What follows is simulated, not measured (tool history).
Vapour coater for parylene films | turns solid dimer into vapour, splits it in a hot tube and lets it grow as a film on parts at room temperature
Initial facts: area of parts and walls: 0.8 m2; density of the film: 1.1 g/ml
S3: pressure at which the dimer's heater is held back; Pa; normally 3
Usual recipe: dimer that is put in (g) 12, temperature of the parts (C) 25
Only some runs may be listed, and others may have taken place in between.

Run 1, hour 0: usual settings. Result: thickness of the film (µm) 9.73.
Run 2, hour 14.5: usual settings. Result: thickness of the film (µm) 9.73.
Run 3, hour 21.7: usual settings. Result: thickness of the film (µm) 9.68.
Run 4, hour 33.6: usual settings. Result: thickness of the film (µm) 9.61.
Run 5, hour 40.6: usual settings. Result: thickness of the film (µm) 9.59.
Run 6, hour 50.3: usual settings. Result: thickness of the film (µm) 9.57.
Run 7, hour 64.5: usual settings. Result: thickness of the film (µm) 9.74.
Run 8, hour 75.6: usual settings but S3 9.13 Pa. Result: thickness of the film (µm) 7.59.
Run 9, hour 83.7: usual settings but S3 9.13 Pa. Result: thickness of the film (µm) 7.59.
Run 10, hour 97: usual settings but S3 9.13 Pa. Result: thickness of the film (µm) 7.69.
Run 11, hour 104.3: usual settings but dimer that is put in (g) 18, S3 9.13 Pa. Result: thickness of the film (µm) 11.42.
Run 12, hour 114.2: usual settings but S3 6.63 Pa. Result: thickness of the film (µm) 8.11.
Run 13, hour 126.8: usual settings but S3 8.17 Pa. Result: thickness of the film (µm) 7.69.
Run 14, hour 139.1: usual settings but temperature of the parts (C) 23, S3 7.07 Pa. Result: thickness of the film (µm) 8.36.
Run 15, hour 145.8: usual settings but temperature of the parts (C) 23, S3 7.07 Pa. Result: thickness of the film (µm) 8.36.

Each row is a separate what-if for the run after 15, all from the same tool condition, not one after another. Results?
Run A, hour 155.5: usual settings but dimer that is put in (g) 22, temperature of the parts (C) 23, S3 4.69 Pa. Result: thickness of the film (µm) ?.
Run B, hour 155.5: usual settings but S3 7.1 Pa. Result: thickness of the film (µm) ?.
Run C, hour 155.5: usual settings but temperature of the parts (C) 23, S3 4.01 Pa. Result: thickness of the film (µm) ?.

run  thickness of the film (µm)
  A                        16.5
  B                        7.88
  C                        9.41
With the hidden condition removed and each run's random variation left untouched, the same runs would have given:
run  thickness of the film (µm)
  A                       17.62
  B                        8.41
  C                       10.05
